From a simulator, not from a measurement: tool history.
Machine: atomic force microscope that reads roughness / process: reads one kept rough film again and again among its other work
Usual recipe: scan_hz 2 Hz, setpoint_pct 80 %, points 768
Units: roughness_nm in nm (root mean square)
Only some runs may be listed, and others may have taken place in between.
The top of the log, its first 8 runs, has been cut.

| run | hour | scan_hz | setpoint_pct | points | pictures with this tip | hours of work since the height scale was calibrated | roughness_nm |
|---|---|---|---|---|---|---|---|
| 9 | 59.5 | 2 | 80 | 710 | 340 | 185 | 0.722 |
| 10 | 69.1 | 2 | 80 | 710 | 348 | 189 | 0.716 |
| 11 | 73.8 | 2 | 80 | 710 | 352 | 191 | 0.709 |
| 12 | 78.2 | 2 | 60 | 710 | 356 | 194 | 0.813 |
| 13 | 82.3 | 2 | 60 | 667 | 359 | 196 | 0.808 |
| 14 | 86.4 | 2 | 60 | 667 | 363 | 198 | 0.82 |
| 15 | 96.3 | 2 | 80 | 806 | 371 | 202 | 0.72 |
| 16 | 100.9 | 2 | 80 | 806 | 375 | 205 | 0.694 |
| 17 | 107.1 | 2 | 80 | 806 | 380 | 208 | 0.713 |
| 18 | 114.7 | 2 | 80 | 825 | 386 | 211 | 0.697 |
|  | 116.7 | new tip fitted |
| 19 | 122.7 | 1.5 | 76 | 768 | 5 | 215 | 0.866 |
| 20 | 131.7 | 1.5 | 76 | 768 | 12 | 219 | 0.866 |
|  | 133.4 | height scale calibrated on a step standard |
| 21 | 138.1 | 2.25 | 81 | 357 | 17 | 2 | 0.761 |
| 22 | 145 | 2.25 | 81 | 357 | 23 | 6 | 0.762 |
| 23 | 151.1 | 1.13 | 89 | 439 | 28 | 9 | 0.806 |
| 24 | 160 | 2 | 86 | 586 | 35 | 13 | 0.74 |
| 25 | 169.7 | 3.62 | 86 | 401 | 43 | 18 | 0.626 |
| 26 | 174.3 | 0.61 | 66 | 489 | 47 | 20 | 0.93 |
| 27 | 180.6 | 1.07 | 79 | 332 | 53 | 23 | 0.842 |
|  | 186 | height scale calibrated on a step standard, once more |
| 28 | 188.6 | 1.07 | 77 | 480 | 58 | 1 | 0.879 |
| 29 | 195 | 1.13 | 60 | 781 | 64 | 4 | 0.924 |
| 30 | 200.7 | 1.87 | 59 | 353 | 69 | 7 | 0.901 |
| 31 | 207.2 | 2.61 | 83 | 353 | 74 | 10 | 0.708 |

Predict each of these 5 candidate next runs independently; none follows another, all start after run 31:
| A | 215.4 | 2 | 80 | 946 | 81 | 14 | ? |
| B | 215.4 | 3.13 | 90 | 362 | 81 | 14 | ? |
| C | 215.4 | 0.54 | 80 | 915 | 81 | 14 | ? |
| D | 215.4 | 0.58 | 78 | 1014 | 81 | 14 | ? |
| E | 215.4 | 2.03 | 66 | 809 | 81 | 14 | ? |

| run | roughness_nm |
|---|---|
| A | 0.778 |
| B | 0.597 |
| C | 0.9 |
| D | 0.912 |
| E | 0.878 |
Stripped of hidden state, with their random variation kept, the same runs would have yielded:
| run | roughness_nm |
|---|---|
| A | 0.801 |
| B | 0.615 |
| C | 0.927 |
| D | 0.939 |
| E | 0.904 |
